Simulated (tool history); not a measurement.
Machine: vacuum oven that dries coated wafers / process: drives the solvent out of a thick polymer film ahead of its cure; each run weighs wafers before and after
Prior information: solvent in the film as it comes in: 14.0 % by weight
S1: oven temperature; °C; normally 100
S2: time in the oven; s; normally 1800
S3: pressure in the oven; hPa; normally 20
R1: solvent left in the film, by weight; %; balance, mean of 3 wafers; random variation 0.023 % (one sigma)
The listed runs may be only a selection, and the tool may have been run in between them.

run	hour	S1	S2	S3	R1
1	0	100	1800	20	2.12
2	18.2	100	1800	20	2.1
3	36.6	100	1800	20	2.15
4	48.6	100	1680	20	2.3
5	61.9	100	2760	20	1.45
6	72.8	100	1800	20	2.11
7	84	100	1800	20	2.15
8	96.7	100	1800	20	2.14
9	107.4	100	1800	20	2.13
10	132.3	100	1800	12.2	1.74
11	153.8	100	1800	12.2	1.77
12	172.9	97	1800	20	2.58
13	193.5	97	1800	20	2.54
14	212.3	100	2340	20	1.68
15	225.3	100	1800	20	2.16
16	242.1	100	1020	20	3.9
17	256.2	100	1800	36.4	2.97
18	269.1	100	1800	36.4	3.01
19	282.2	100	1800	20	2.16
20	302.6	100	1800	20	2.19
21	328.6	100	1800	20	2.19
22	350.1	100	1800	20	2.2
23	370.4	100	1800	20	2.17
24	385.6	101	960	63.3	5.73
25	406.3	87	2460	20	3.41
26	425.4	95	3000	10.2	1.28
# hour 440.3: oven's thermocouples calibrated
27	447.2	95	3000	10.2	1.15
28	470.9	106	3000	18.8	1.01
29	490.7	109	1140	39.8	2.69
30	501.3	109	1140	39.8	2.72
31	513.1	109	1140	39.8	2.69
32	527	109	1140	39.8	2.71
33	540.5	93	2760	20	2.11
34	555.5	93	2760	20	2.13
35	568.2	90	2760	63.2	5.49
36	594.1	90	2760	63.2	5.57
37	605	103	1140	22.7	3
38	618.6	93	1500	33.4	4.32
39	644.2	93	1500	33.4	4.45
40	660.2	93	1500	33.4	4.4
41	676	93	1500	33.4	4.36
42	692.8	93	1500	33.4	4.41
43	714.2	111	900	33.4	2.86
44	729.3	111	900	33.4	2.88
45	753	112	2100	20.1	0.92
46	774.7	112	3060	13.1	0.58

Pick out some run-to-run changes in R1. Of each, how much would a tool without hidden state show as well, from the settings, what came in and chance, and how much is left for the hidden state and any gauge scatter not in both results compared?
Hidden state present: true wafer temperature over the reading, C; true pressure over the reading, kPa; drift of the gauge itself on solvent_pct, %.
Run 23 -> 24: S1 100 -> 101, S2 1800 -> 960, S3 20 -> 63.3. R1 +3.56 %: hidden state +0.09, all else +3.47.
Run 25 -> 26: S1 87 -> 95, S2 2460 -> 3000, S3 20 -> 10.2. R1 -2.13 %: hidden state -0.18, all else -1.95.
Run 32 -> 33: S1 109 -> 93, S2 1140 -> 2760, S3 39.8 -> 20. R1 -0.6 %: hidden state +0.11, all else -0.71.
Run 34 -> 35: S1 93 -> 90, S3 20 -> 63.2. R1 +3.36 %: hidden state +0.02, all else +3.34.
Run 36 -> 37: S1 90 -> 103, S2 2760 -> 1140, S3 63.2 -> 22.7. R1 -2.57 %: hidden state -0.11, all else -2.46.
